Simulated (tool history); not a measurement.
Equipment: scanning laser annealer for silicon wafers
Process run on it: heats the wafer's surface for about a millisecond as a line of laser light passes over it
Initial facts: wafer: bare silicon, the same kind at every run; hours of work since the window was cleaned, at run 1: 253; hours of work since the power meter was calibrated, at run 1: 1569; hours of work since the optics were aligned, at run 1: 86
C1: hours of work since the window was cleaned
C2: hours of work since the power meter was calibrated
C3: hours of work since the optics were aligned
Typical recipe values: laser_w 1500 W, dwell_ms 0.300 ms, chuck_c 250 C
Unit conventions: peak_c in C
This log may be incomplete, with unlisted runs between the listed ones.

run 1 hour=0.0 | laser_w=1500 dwell_ms=0.300 chuck_c=250 | C1=253 C2=1569 C3=86 | peak_c=1008
run 2 hour=31.3 | laser_w=1500 dwell_ms=0.224 chuck_c=250 | C1=271 C2=1587 C3=104 | peak_c=901
run 3 hour=86.6 | laser_w=1500 dwell_ms=0.224 chuck_c=250 | C1=303 C2=1618 C3=136 | peak_c=900
run 4 hour=125.6 | laser_w=1500 dwell_ms=0.300 chuck_c=250 | C1=325 C2=1641 C3=158 | peak_c=1007
run 5 hour=168.7 | laser_w=1510 dwell_ms=0.300 chuck_c=250 | C1=349 C2=1665 C3=183 | peak_c=1011
run 6 hour=199.4 | laser_w=1510 dwell_ms=0.300 chuck_c=250 | C1=367 C2=1683 C3=200 | peak_c=1011
run 7 hour=257.2 | laser_w=1500 dwell_ms=0.347 chuck_c=250 | C1=400 C2=1715 C3=233 | peak_c=1066
run 8 hour=290.6 | laser_w=1500 dwell_ms=0.347 chuck_c=250 | C1=419 C2=1734 C3=252 | peak_c=1063
-- hour=299.8 window over the wafer cleaned
run 9 hour=330.9 | laser_w=1500 dwell_ms=0.310 chuck_c=250 | C1=18 C2=1756 C3=274 | peak_c=1022
run 10 hour=365.4 | laser_w=1500 dwell_ms=0.247 chuck_c=250 | C1=37 C2=1776 C3=293 | peak_c=939
run 11 hour=422.2 | laser_w=1500 dwell_ms=0.260 chuck_c=250 | C1=70 C2=1808 C3=326 | peak_c=955
run 12 hour=477.9 | laser_w=1500 dwell_ms=0.260 chuck_c=250 | C1=101 C2=1840 C3=357 | peak_c=954
run 13 hour=531.3 | laser_w=1500 dwell_ms=0.350 chuck_c=250 | C1=132 C2=1870 C3=388 | peak_c=1070
run 14 hour=576.1 | laser_w=1500 dwell_ms=0.300 chuck_c=250 | C1=157 C2=1896 C3=413 | peak_c=1009
run 15 hour=646.0 | laser_w=1500 dwell_ms=0.300 chuck_c=215 | C1=197 C2=1936 C3=453 | peak_c=974
run 16 hour=707.6 | laser_w=1500 dwell_ms=0.300 chuck_c=215 | C1=232 C2=1971 C3=488 | peak_c=971
run 17 hour=750.8 | laser_w=1500 dwell_ms=0.274 chuck_c=215 | C1=257 C2=1995 C3=513 | peak_c=937
run 18 hour=795.3 | laser_w=1500 dwell_ms=0.274 chuck_c=215 | C1=282 C2=2021 C3=538 | peak_c=937
run 19 hour=864.3 | laser_w=1500 dwell_ms=0.300 chuck_c=250 | C1=321 C2=2060 C3=577 | peak_c=1006
run 20 hour=932.1 | laser_w=1500 dwell_ms=0.300 chuck_c=219 | C1=360 C2=2099 C3=616 | peak_c=976
run 21 hour=977.2 | laser_w=1500 dwell_ms=0.300 chuck_c=219 | C1=386 C2=2124 C3=642 | peak_c=975
run 22 hour=1038.4 | laser_w=1419 dwell_ms=0.300 chuck_c=219 | C1=421 C2=2159 C3=677 | peak_c=941
-- hour=1044.5 window over the wafer cleaned
run 23 hour=1091.1 | laser_w=1500 dwell_ms=0.300 chuck_c=253 | C1=26 C2=2188 C3=705 | peak_c=1010
run 24 hour=1128.9 | laser_w=1500 dwell_ms=0.300 chuck_c=253 | C1=48 C2=2209 C3=727 | peak_c=1011
run 25 hour=1159.6 | laser_w=1383 dwell_ms=0.239 chuck_c=238 | C1=66 C2=2227 C3=744 | peak_c=864
run 26 hour=1228.8 | laser_w=1383 dwell_ms=0.239 chuck_c=238 | C1=105 C2=2266 C3=784 | peak_c=862
run 27 hour=1275.6 | laser_w=1500 dwell_ms=0.215 chuck_c=250 | C1=132 C2=2293 C3=810 | peak_c=888
run 28 hour=1337.9 | laser_w=1334 dwell_ms=0.363 chuck_c=237 | C1=167 C2=2328 C3=846 | peak_c=988
run 29 hour=1389.2 | laser_w=1385 dwell_ms=0.232 chuck_c=269 | C1=196 C2=2358 C3=875 | peak_c=884
run 30 hour=1440.2 | laser_w=1385 dwell_ms=0.232 chuck_c=269 | C1=225 C2=2387 C3=904 | peak_c=886
run 31 hour=1488.5 | laser_w=1385 dwell_ms=0.320 chuck_c=259 | C1=253 C2=2414 C3=932 | peak_c=987
run 32 hour=1557.9 | laser_w=1385 dwell_ms=0.320 chuck_c=259 | C1=292 C2=2454 C3=971 | peak_c=986
run 33 hour=1615.7 | laser_w=1385 dwell_ms=0.320 chuck_c=259 | C1=325 C2=2487 C3=1004 | peak_c=987
run 34 hour=1666.4 | laser_w=1385 dwell_ms=0.320 chuck_c=259 | C1=354 C2=2516 C3=1033 | peak_c=985
run 35 hour=1707.3 | laser_w=1500 dwell_ms=0.311 chuck_c=250 | C1=377 C2=2539 C3=1056 | peak_c=1022
run 36 hour=1745.1 | laser_w=1507 dwell_ms=0.214 chuck_c=245 | C1=399 C2=2560 C3=1078 | peak_c=886
-- hour=1789.7 window over the wafer cleaned
run 37 hour=1806.3 | laser_w=1620 dwell_ms=0.374 chuck_c=257 | C1=9 C2=2594 C3=1112 | peak_c=1166
run 38 hour=1870.3 | laser_w=1620 dwell_ms=0.374 chuck_c=257 | C1=46 C2=2630 C3=1148 | peak_c=1167
run 39 hour=1915.9 | laser_w=1620 dwell_ms=0.374 chuck_c=257 | C1=72 C2=2656 C3=1174 | peak_c=1166
run 40 hour=1974.5 | laser_w=1620 dwell_ms=0.374 chuck_c=257 | C1=105 C2=2690 C3=1207 | peak_c=1168

Consider 3 possible next runs. They are alternatives, not a sequence: every one starts from the tool as it was left by run 40. What does each give?
-- hour=1983.7 optics aligned, line set to its width
run A hour=2028.8 | laser_w=1610 dwell_ms=0.300 chuck_c=259 | C1=133 C2=2718 C3=26 | peak_c=?
-- hour=1983.7 optics aligned, line set to its width
run B hour=2028.8 | laser_w=1500 dwell_ms=0.222 chuck_c=257 | C1=133 C2=2718 C3=26 | peak_c=?
-- hour=1983.7 optics aligned, line set to its width
run C hour=2028.8 | laser_w=1500 dwell_ms=0.249 chuck_c=250 | C1=133 C2=2718 C3=26 | peak_c=?

run=A peak_c=1066
run=B peak_c=909
run=C peak_c=938
Stripped of hidden state, with their random variation kept, the same runs would have yielded:
run=A peak_c=1066
run=B peak_c=909
run=C peak_c=938
